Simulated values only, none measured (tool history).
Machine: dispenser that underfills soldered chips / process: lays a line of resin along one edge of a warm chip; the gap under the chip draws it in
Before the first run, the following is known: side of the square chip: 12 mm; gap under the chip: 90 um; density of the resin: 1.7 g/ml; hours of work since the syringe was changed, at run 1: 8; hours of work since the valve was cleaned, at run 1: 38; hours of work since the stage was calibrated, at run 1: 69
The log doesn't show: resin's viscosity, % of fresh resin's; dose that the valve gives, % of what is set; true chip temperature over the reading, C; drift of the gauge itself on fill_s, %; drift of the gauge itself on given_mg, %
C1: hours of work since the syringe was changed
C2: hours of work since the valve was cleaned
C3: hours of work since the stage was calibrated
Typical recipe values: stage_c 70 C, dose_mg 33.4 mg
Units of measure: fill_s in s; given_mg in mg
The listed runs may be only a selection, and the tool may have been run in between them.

run 1 hour=0 | stage_c=70 dose_mg=33.4 | C1=8 C2=38 C3=69 | fill_s=154 given_mg=32.58
-- hour=5.3 new syringe of resin
run 2 hour=8.7 | stage_c=70 dose_mg=33.4 | C1=2 C2=44 C3=75 | fill_s=110 given_mg=32.59
run 3 hour=17 | stage_c=70 dose_mg=37.6 | C1=8 C2=50 C3=80 | fill_s=155.4 given_mg=36.33
-- hour=23 new syringe of resin
run 4 hour=27.2 | stage_c=70 dose_mg=37.6 | C1=3 C2=56 C3=87 | fill_s=112.1 given_mg=35.91
run 5 hour=38 | stage_c=70 dose_mg=37.6 | C1=10 C2=64 C3=95 | fill_s=179.1 given_mg=35.61
-- hour=39.8 new syringe of resin
run 6 hour=44.6 | stage_c=70 dose_mg=37.6 | C1=3 C2=68 C3=99 | fill_s=115.8 given_mg=35.71
run 7 hour=50.1 | stage_c=59 dose_mg=37.6 | C1=7 C2=72 C3=103 | fill_s=223.1 given_mg=35.89
-- hour=57.1 new syringe of resin
run 8 hour=59.2 | stage_c=59 dose_mg=37.6 | C1=1 C2=78 C3=109 | fill_s=147.7 given_mg=35.53
run 9 hour=70.5 | stage_c=70 dose_mg=42.1 | C1=9 C2=85 C3=116 | fill_s=163.7 given_mg=39.36
-- hour=73.7 new syringe of resin
run 10 hour=81.8 | stage_c=70 dose_mg=42.1 | C1=6 C2=93 C3=124 | fill_s=130.9 given_mg=39.19
-- hour=86 dispensing valve cleaned and set on the balance
-- hour=91.9 new syringe of resin
run 11 hour=93.3 | stage_c=70 dose_mg=42.1 | C1=1 C2=5 C3=131 | fill_s=96.5 given_mg=41.84
run 12 hour=104.1 | stage_c=70 dose_mg=42.1 | C1=8 C2=12 C3=138 | fill_s=156 given_mg=41.81
-- hour=109 new syringe of resin
run 13 hour=109.5 | stage_c=69 dose_mg=33.4 | C1=0 C2=16 C3=142 | fill_s=100.5 given_mg=32.96
run 14 hour=121 | stage_c=70 dose_mg=33.4 | C1=8 C2=23 C3=149 | fill_s=163.6 given_mg=33.08
-- hour=125.7 new syringe of resin
run 15 hour=132.2 | stage_c=70 dose_mg=33.4 | C1=4 C2=31 C3=157 | fill_s=125.3 given_mg=32.49
run 16 hour=139 | stage_c=70 dose_mg=33.4 | C1=9 C2=35 C3=161 | fill_s=170.3 given_mg=32.51
-- hour=142.8 new syringe of resin
run 17 hour=144.8 | stage_c=66 dose_mg=35.7 | C1=1 C2=39 C3=165 | fill_s=118 given_mg=34.88
run 18 hour=155.5 | stage_c=66 dose_mg=35.7 | C1=9 C2=47 C3=172 | fill_s=193.7 given_mg=34.74
-- hour=160 new syringe of resin
run 19 hour=165.1 | stage_c=71 dose_mg=36.6 | C1=4 C2=53 C3=179 | fill_s=112.6 given_mg=35.17
run 20 hour=171.8 | stage_c=68 dose_mg=39.9 | C1=8 C2=57 C3=183 | fill_s=169.8 given_mg=38.16
-- hour=177.2 new syringe of resin
run 21 hour=178.9 | stage_c=66 dose_mg=34.9 | C1=1 C2=62 C3=188 | fill_s=117.2 given_mg=33.18
run 22 hour=188.8 | stage_c=59 dose_mg=32.2 | C1=8 C2=69 C3=195 | fill_s=240.1 given_mg=30.89
-- hour=194.3 new syringe of resin
run 23 hour=198.5 | stage_c=59 dose_mg=32.2 | C1=3 C2=75 C3=201 | fill_s=174.2 given_mg=30.56
run 24 hour=207.4 | stage_c=72 dose_mg=38.3 | C1=9 C2=81 C3=207 | fill_s=157.3 given_mg=36.03
-- hour=211.3 new syringe of resin
run 25 hour=212.9 | stage_c=68 dose_mg=39.4 | C1=1 C2=85 C3=211 | fill_s=109.4 given_mg=37.05
run 26 hour=225.1 | stage_c=69 dose_mg=31.6 | C1=9 C2=93 C3=219 | fill_s=183.6 given_mg=29.73
-- hour=228.4 new syringe of resin
-- hour=229.4 dispensing valve cleaned and set on the balance
run 27 hour=235.8 | stage_c=72 dose_mg=29.5 | C1=4 C2=4 C3=225 | fill_s=120.9 given_mg=29.41
-- hour=246.4 new syringe of resin
run 28 hour=248.5 | stage_c=75 dose_mg=29.5 | C1=1 C2=13 C3=234 | fill_s=91.4 given_mg=29.38
run 29 hour=253.8 | stage_c=81 dose_mg=31.6 | C1=5 C2=16 C3=238 | fill_s=94.2 given_mg=31.13
-- hour=263.3 new syringe of resin
run 30 hour=265.3 | stage_c=70 dose_mg=28.8 | C1=1 C2=24 C3=245 | fill_s=108.6 given_mg=28.32
run 31 hour=277.7 | stage_c=72 dose_mg=33.4 | C1=10 C2=32 C3=254 | fill_s=169.5 given_mg=32.47
-- hour=280.6 new syringe of resin
run 32 hour=284.1 | stage_c=69 dose_mg=41.4 | C1=2 C2=37 C3=258 | fill_s=112.2 given_mg=40.21

For some of the steps in fill_s from one run to the next: how much would appear even if the tool had no hidden state, given the settings, what came in and random variation, and how much remains for the hidden state plus any gauge scatter that the measured result and the result without hidden state don't share?
Run 6 -> 7: stage_c 70 -> 59. fill_s +107.3 s: hidden state +61.5, all else +45.8.
Run 17 -> 18: no setting changed, nothing entered. fill_s +75.7 s: hidden state +73.7, all else +2.
Run 18 -> 19: stage_c 66 -> 71, dose_mg 35.7 -> 36.6, new syringe of resin. fill_s -81.1 s: hidden state -62.2, all else -18.9.
Run 21 -> 22: stage_c 66 -> 59, dose_mg 34.9 -> 32.2. fill_s +122.9 s: hidden state +90.5, all else +32.4.
Run 25 -> 26: stage_c 68 -> 69, dose_mg 39.4 -> 31.6. fill_s +74.2 s: hidden state +77.4, all else -3.2.
